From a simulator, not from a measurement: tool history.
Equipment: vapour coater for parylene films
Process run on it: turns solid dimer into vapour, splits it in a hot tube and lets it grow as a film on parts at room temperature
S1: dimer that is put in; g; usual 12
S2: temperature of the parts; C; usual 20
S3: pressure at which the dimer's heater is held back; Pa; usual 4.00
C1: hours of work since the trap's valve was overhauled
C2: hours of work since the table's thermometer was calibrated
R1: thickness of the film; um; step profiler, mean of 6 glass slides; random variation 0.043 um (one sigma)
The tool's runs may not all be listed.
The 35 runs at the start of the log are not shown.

run   hour  S1  S2    S3   C1   C2    R1
 36  409.5   9  23  3.14  187  484  3.12
 37  425.4  15  15  3.66  197  494  7.44
 38  432.0  15  15  3.66  202  498  7.44
 39  443.4  12  27  4.00  209  506  3.31
 40  455.7  16  15  2.66  217  514  8.08
 41  466.4  14  24  6.14  224  521  4.25
 42  480.5  14  24  6.14  233  530  4.38
 43  489.5   9  22  6.03  239  536  3.05
 44  497.8   9  19  6.03  244  541  3.46
 45  507.4   6  20  2.08  251  547  2.43
 46  515.6   6  20  2.08  256  553  2.44
 47  525.6   9  13  3.08  262  559  4.98

Branching from run 47: 3 alternative next runs. What would each branch give?
  A  535.1   9  24  3.24  268  565   ?
  B  535.1   7  25  9.77  268  565   ?
  C  535.1  16  27  2.53  268  565   ?

run    R1
  A  2.96
  B  1.96
  C  4.58
Without the tool's hidden state the same runs would have given:
run    R1
  A  3.16
  B  2.09
  C  4.89
